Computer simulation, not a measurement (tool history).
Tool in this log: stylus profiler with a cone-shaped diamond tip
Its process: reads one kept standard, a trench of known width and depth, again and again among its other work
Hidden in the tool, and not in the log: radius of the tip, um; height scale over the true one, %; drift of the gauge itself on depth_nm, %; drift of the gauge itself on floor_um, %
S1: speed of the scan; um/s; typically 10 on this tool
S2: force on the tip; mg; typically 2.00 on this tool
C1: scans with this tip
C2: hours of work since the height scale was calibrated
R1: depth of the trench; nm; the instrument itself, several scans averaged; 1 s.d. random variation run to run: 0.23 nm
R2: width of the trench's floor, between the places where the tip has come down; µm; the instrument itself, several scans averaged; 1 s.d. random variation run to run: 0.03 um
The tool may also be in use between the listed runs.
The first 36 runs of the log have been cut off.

run,day,S1,S2,C1,C2,R1,R2
37,72.404,3,3.18,9082,1309,1015.02,93.95
# day 73.183: height scale calibrated on a step standard
38,73.550,11,5.39,9190,5,1020.64,93.98
39,76.108,24,5.69,9436,41,1022.27,93.92
40,78.479,24,5.69,9664,73,1021.99,93.90
# day 79.338: new tip fitted, height scale calibrated
41,81.317,5,1.62,191,27,1009.84,93.94
42,83.767,10,2.35,427,61,1012.01,93.96
43,85.921,23,2.35,634,91,1012.49,93.95
44,87.338,23,2.35,770,111,1012.55,93.96
45,90.067,14,3.81,1033,149,1017.04,93.98

Each row is a separate what-if for the run after 45, all from the same tool condition, not one after another. Results?
A,91.429,14,3.57,1164,168,?,?
B,91.429,35,1.58,1164,168,?,?
C,91.429,26,1.19,1164,168,?,?
D,91.429,15,2.88,1164,168,?,?
E,91.429,4,2.57,1164,168,?,?

run,R1,R2
A,1015.83,93.97
B,1009.71,93.89
C,1007.84,93.86
D,1014.15,93.98
E,1013.21,94.02
Had the tool no hidden state, the same runs would have come out as:
run,R1,R2
A,1015.83,93.98
B,1009.71,93.90
C,1007.84,93.87
D,1014.15,93.98
E,1013.21,94.02
